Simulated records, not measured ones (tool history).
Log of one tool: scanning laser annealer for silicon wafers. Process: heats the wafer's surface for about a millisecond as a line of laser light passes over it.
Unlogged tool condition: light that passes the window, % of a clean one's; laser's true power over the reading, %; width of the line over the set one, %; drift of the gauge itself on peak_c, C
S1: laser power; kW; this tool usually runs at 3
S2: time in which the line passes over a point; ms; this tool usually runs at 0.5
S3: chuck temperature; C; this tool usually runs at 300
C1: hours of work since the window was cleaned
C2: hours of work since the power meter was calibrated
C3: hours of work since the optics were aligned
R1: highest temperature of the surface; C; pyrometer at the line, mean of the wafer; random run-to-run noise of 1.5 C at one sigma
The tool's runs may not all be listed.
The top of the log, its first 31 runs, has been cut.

run,hour,S1,S2,S3,C1,C2,C3,R1
32,268.6,2.675,0.429,262,203,528,685,900
33,279.3,2.734,0.612,300,211,536,694,1108
34,291.7,3,0.587,297,221,546,703,1155
35,299.7,2.792,0.451,291,227,552,709,974
36,306.2,2.966,0.463,291,232,557,714,1028
37,312.7,2.705,0.5,266,237,562,719,973
38,322.1,2.705,0.5,266,244,569,726,973
39,330.4,2.865,0.463,282,251,576,733,996
40,340.8,2.865,0.463,282,258,584,741,994
41,353.3,2.865,0.463,282,268,593,750,996

3 ways to go on from here, each from the tool as it stands after run 41. What would each give?
A,361.9,3.27,0.463,282,275,600,757,?
B,361.9,3.255,0.5,297,275,600,757,?
C,361.9,2.937,0.5,300,275,600,757,?

run,R1
A,1091
B,1140
C,1065
With no hidden state in the tool, these same runs would have given:
run,R1
A,1092
B,1141
C,1066

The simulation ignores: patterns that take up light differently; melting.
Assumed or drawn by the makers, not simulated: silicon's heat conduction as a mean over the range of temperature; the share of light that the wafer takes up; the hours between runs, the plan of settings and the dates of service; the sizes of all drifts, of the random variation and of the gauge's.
